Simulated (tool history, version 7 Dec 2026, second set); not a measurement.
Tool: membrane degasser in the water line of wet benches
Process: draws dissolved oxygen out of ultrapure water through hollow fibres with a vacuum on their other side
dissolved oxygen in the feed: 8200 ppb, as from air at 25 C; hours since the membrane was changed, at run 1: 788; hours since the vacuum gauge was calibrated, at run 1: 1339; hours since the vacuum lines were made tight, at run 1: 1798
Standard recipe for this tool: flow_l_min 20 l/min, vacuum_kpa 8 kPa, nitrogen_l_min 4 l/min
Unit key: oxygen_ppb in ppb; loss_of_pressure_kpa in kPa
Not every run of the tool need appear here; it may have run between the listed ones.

| run | hour | flow_l_min | vacuum_kpa | nitrogen_l_min | hours since the membrane was changed | hours since the vacuum gauge was calibrated | hours since the vacuum lines were made tight | oxygen_ppb | loss_of_pressure_kpa |
|---|---|---|---|---|---|---|---|---|---|
| 1 | 0 | 20 | 8 | 4 | 788 | 1339 | 1798 | 73.9 | 38.07 |
| 2 | 46.4 | 20 | 8 | 4 | 834 | 1385 | 1845 | 72.7 | 37.93 |
| 3 | 94.8 | 20 | 8 | 4 | 882 | 1434 | 1893 | 71.9 | 38.23 |
| 4 | 136 | 20 | 8 | 4 | 924 | 1475 | 1934 | 72.7 | 38.11 |
| 5 | 182.9 | 26 | 8 | 4 | 970 | 1522 | 1981 | 109.7 | 49.38 |
| 6 | 239.1 | 20 | 8 | 4 | 1027 | 1578 | 2038 | 73.4 | 37.94 |
| 7 | 278 | 20 | 8 | 4 | 1066 | 1617 | 2076 | 73 | 38.05 |
| 8 | 348.7 | 15 | 8 | 4 | 1136 | 1688 | 2147 | 49.5 | 28.42 |
| 9 | 408.9 | 15 | 8 | 4 | 1197 | 1748 | 2207 | 50.1 | 28.71 |
| 10 | 485.9 | 15 | 8 | 4 | 1273 | 1825 | 2284 | 49 | 28.63 |
| 11 | 536.7 | 20 | 8 | 4 | 1324 | 1876 | 2335 | 73.9 | 38.07 |
| 12 | 622.2 | 20 | 14.54 | 4 | 1410 | 1961 | 2421 | 150.4 | 38.37 |
| 13 | 676.3 | 15 | 11.95 | 2.48 | 1464 | 2015 | 2475 | 130.5 | 28.5 |
| 14 | 741.4 | 24 | 11.95 | 2.48 | 1529 | 2080 | 2540 | 221.3 | 45.63 |
| 15 | 785.2 | 23 | 14.19 | 7.79 | 1573 | 2124 | 2584 | 103.3 | 43.87 |
| 16 | 822 | 23 | 14.19 | 4.28 | 1610 | 2161 | 2620 | 161.8 | 43.68 |
| 17 | 863.1 | 14 | 9.89 | 5.85 | 1651 | 2202 | 2662 | 43.4 | 26.93 |
| 18 | 933 | 18 | 18.12 | 5.31 | 1721 | 2272 | 2731 | 133.6 | 34.34 |
| 19 | 983.1 | 18 | 18.12 | 5.31 | 1771 | 2322 | 2782 | 134.3 | 34.12 |
| 20 | 1054.2 | 15 | 8.25 | 4 | 1842 | 2393 | 2853 | 51.1 | 28.7 |
| 21 | 1127.9 | 23 | 8 | 6.23 | 1915 | 2467 | 2926 | 67.1 | 43.64 |
| 22 | 1205.8 | 20 | 8 | 4 | 1993 | 2545 | 3004 | 74.8 | 38.02 |
| 23 | 1291.9 | 18 | 7.22 | 1.61 | 2079 | 2631 | 3090 | 114.4 | 34.53 |
| 24 | 1376.5 | 18 | 10.31 | 3.83 | 2164 | 2715 | 3175 | 91.3 | 34.44 |

Below are 3 alternative next runs, each starting from the tool's condition after run 24. Predict each:
| A | 1459.6 | 28 | 8.27 | 6.11 | 2247 | 2799 | 3258 | ? | ? |
| B | 1459.6 | 17 | 6.56 | 1.67 | 2247 | 2799 | 3258 | ? | ? |
| C | 1459.6 | 18 | 14.94 | 3.7 | 2247 | 2799 | 3258 | ? | ? |

| run | oxygen_ppb | loss_of_pressure_kpa |
|---|---|---|
| A | 97.7 | 53.38 |
| B | 88.9 | 32.54 |
| C | 148.9 | 34.38 |
Stripped of hidden state, with their random variation kept, the same runs would have yielded:
| run | oxygen_ppb | loss_of_pressure_kpa |
|---|---|---|
| A | 97.6 | 53.37 |
| B | 88.8 | 32.53 |
| C | 148.9 | 34.37 |
